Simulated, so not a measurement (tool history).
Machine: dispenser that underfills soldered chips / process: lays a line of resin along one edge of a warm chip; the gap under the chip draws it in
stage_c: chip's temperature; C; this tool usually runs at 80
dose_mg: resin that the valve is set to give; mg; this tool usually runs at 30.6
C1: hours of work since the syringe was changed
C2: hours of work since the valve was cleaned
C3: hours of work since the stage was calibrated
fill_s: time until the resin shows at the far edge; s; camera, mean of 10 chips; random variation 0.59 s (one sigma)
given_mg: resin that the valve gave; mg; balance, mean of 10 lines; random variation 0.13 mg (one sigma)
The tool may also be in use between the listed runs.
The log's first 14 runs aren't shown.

-- hour=69.2 dispensing valve cleaned and set on the balance
run 15 hour=69.7 | stage_c=80 dose_mg=33.0 | C1=5 C2=0 C3=227 | fill_s=67.4 given_mg=33.29
-- hour=71.2 new syringe of resin
run 16 hour=75.9 | stage_c=80 dose_mg=30.6 | C1=3 C2=5 C3=231 | fill_s=65.9 given_mg=30.70
run 17 hour=78.7 | stage_c=68 dose_mg=30.6 | C1=5 C2=6 C3=233 | fill_s=135.2 given_mg=30.52
-- hour=79.5 new syringe of resin
run 18 hour=85.3 | stage_c=68 dose_mg=30.6 | C1=4 C2=11 C3=238 | fill_s=128.8 given_mg=30.30
-- hour=87.7 new syringe of resin
run 19 hour=89.2 | stage_c=68 dose_mg=30.6 | C1=1 C2=13 C3=240 | fill_s=109.6 given_mg=30.42
run 20 hour=93.4 | stage_c=68 dose_mg=30.6 | C1=4 C2=16 C3=243 | fill_s=127.1 given_mg=30.28
-- hour=95.8 new syringe of resin
run 21 hour=99.4 | stage_c=68 dose_mg=30.6 | C1=3 C2=21 C3=247 | fill_s=121.4 given_mg=30.14
run 22 hour=103.2 | stage_c=68 dose_mg=30.6 | C1=5 C2=23 C3=250 | fill_s=141.4 given_mg=30.31
-- hour=104.1 new syringe of resin
run 23 hour=107.5 | stage_c=75 dose_mg=31.3 | C1=2 C2=26 C3=253 | fill_s=82.5 given_mg=31.15
run 24 hour=111.5 | stage_c=75 dose_mg=31.3 | C1=5 C2=29 C3=256 | fill_s=93.7 given_mg=30.90
-- hour=112.4 new syringe of resin
run 25 hour=114.7 | stage_c=81 dose_mg=36.0 | C1=2 C2=31 C3=258 | fill_s=53.6 given_mg=35.37
run 26 hour=119.5 | stage_c=94 dose_mg=34.2 | C1=5 C2=34 C3=261 | fill_s=33.0 given_mg=33.49
-- hour=120.9 new syringe of resin
run 27 hour=122.8 | stage_c=68 dose_mg=29.8 | C1=1 C2=36 C3=263 | fill_s=116.4 given_mg=29.31
-- hour=129.1 new syringe of resin
run 28 hour=129.1 | stage_c=80 dose_mg=37.6 | C1=0 C2=41 C3=268 | fill_s=54.0 given_mg=36.89
run 29 hour=135.3 | stage_c=80 dose_mg=37.3 | C1=4 C2=45 C3=272 | fill_s=67.7 given_mg=36.28
-- hour=137.3 new syringe of resin
run 30 hour=141.3 | stage_c=68 dose_mg=28.0 | C1=3 C2=49 C3=276 | fill_s=123.5 given_mg=27.16
run 31 hour=144.5 | stage_c=70 dose_mg=38.0 | C1=5 C2=51 C3=278 | fill_s=117.6 given_mg=37.08
-- hour=145.8 new syringe of resin
run 32 hour=150.3 | stage_c=70 dose_mg=38.0 | C1=3 C2=55 C3=282 | fill_s=110.5 given_mg=37.03
-- hour=154.1 new syringe of resin
run 33 hour=156.9 | stage_c=70 dose_mg=38.0 | C1=2 C2=60 C3=287 | fill_s=104.0 given_mg=36.87
-- hour=162.3 new syringe of resin
run 34 hour=163.4 | stage_c=79 dose_mg=32.4 | C1=1 C2=64 C3=291 | fill_s=60.4 given_mg=31.40

Each row is a separate what-if for the run after 34, all from the same tool condition, not one after another. Results?
run A hour=169.3 | stage_c=91 dose_mg=30.1 | C1=5 C2=68 C3=295 | fill_s=? given_mg=?
run B hour=169.3 | stage_c=79 dose_mg=26.5 | C1=5 C2=68 C3=295 | fill_s=? given_mg=?
run C hour=169.3 | stage_c=75 dose_mg=39.4 | C1=5 C2=68 C3=295 | fill_s=? given_mg=?
run D hour=169.3 | stage_c=79 dose_mg=36.5 | C1=5 C2=68 C3=295 | fill_s=? given_mg=?

run=A fill_s=41.8 given_mg=29.07
run=B fill_s=79.9 given_mg=25.69
run=C fill_s=90.7 given_mg=38.38
run=D fill_s=74.0 given_mg=35.39
With the hidden condition removed and each run's random variation left untouched, the same runs would have given:
run=A fill_s=29.6 given_mg=30.08
run=B fill_s=56.0 given_mg=26.58
run=C fill_s=64.0 given_mg=39.71
run=D fill_s=52.4 given_mg=36.62

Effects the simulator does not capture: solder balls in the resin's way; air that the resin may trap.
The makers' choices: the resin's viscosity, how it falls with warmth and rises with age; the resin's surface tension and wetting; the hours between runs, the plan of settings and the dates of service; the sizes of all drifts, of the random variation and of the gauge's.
